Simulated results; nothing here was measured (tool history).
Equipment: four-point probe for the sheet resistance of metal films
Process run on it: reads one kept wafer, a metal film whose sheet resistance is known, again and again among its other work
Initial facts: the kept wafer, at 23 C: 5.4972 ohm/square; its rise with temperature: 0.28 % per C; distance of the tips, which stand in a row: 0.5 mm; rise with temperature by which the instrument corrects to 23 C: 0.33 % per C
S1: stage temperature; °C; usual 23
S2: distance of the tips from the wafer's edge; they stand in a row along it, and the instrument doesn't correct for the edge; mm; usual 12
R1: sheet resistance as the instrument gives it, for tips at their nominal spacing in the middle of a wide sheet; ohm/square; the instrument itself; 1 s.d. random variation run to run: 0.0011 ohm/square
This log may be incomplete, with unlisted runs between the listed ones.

run	hour	S1	S2	R1
1	0	23	12	5.485573
2	16.7	23	12	5.484155
3	27.3	23	6	5.499502
4	43.7	23	6	5.499752
5	58.6	25	6	5.493829
6	74.8	25	9	5.484564
7	94.2	25	9	5.48364
8	113.5	25	9	5.484438
9	123.4	23	12	5.486735
10	135.9	23	12	5.484302
11	147.4	23	12	5.485977
12	164.9	23	16	5.481264
13	173.5	23	16	5.48238
14	181.9	23	16	5.481677
15	191.7	23	47	5.481894
16	211.5	23	47	5.483394
17	228.9	23	53	5.480612
18	238.4	33	3	5.536137
19	255.2	24	53	5.480087
20	266.9	32	4	5.501621
# hour 276.1: stage's thermometer calibrated
21	285.1	34	13	5.448716
22	303.1	34	13	5.44917
23	314	20	21	5.481066
24	326.8	29	14	5.460263
25	337.3	21	3	5.558952
26	345.9	32	59	5.448744
27	357.8	32	59	5.45104
28	374.7	22	7	5.491217
29	391.3	26	7	5.479992
30	411.1	26	7	5.479451
31	424.7	18	12	5.493394
32	443	32	35	5.449952
33	451.3	32	35	5.452397

5 ways to go on from here, each from the tool as it stands after run 33. What would each give?
A	460	23	4	?
B	460	23	5	?
C	460	26	6	?
D	460	26	14	?
E	460	29	41	?

run	R1
A	5.521768
B	5.502401
C	5.486879
D	5.471208
E	5.460897
What these runs would have given with no unlogged condition in the tool:
run	R1
A	5.544812
B	5.52537
C	5.509785
D	5.494054
E	5.483699
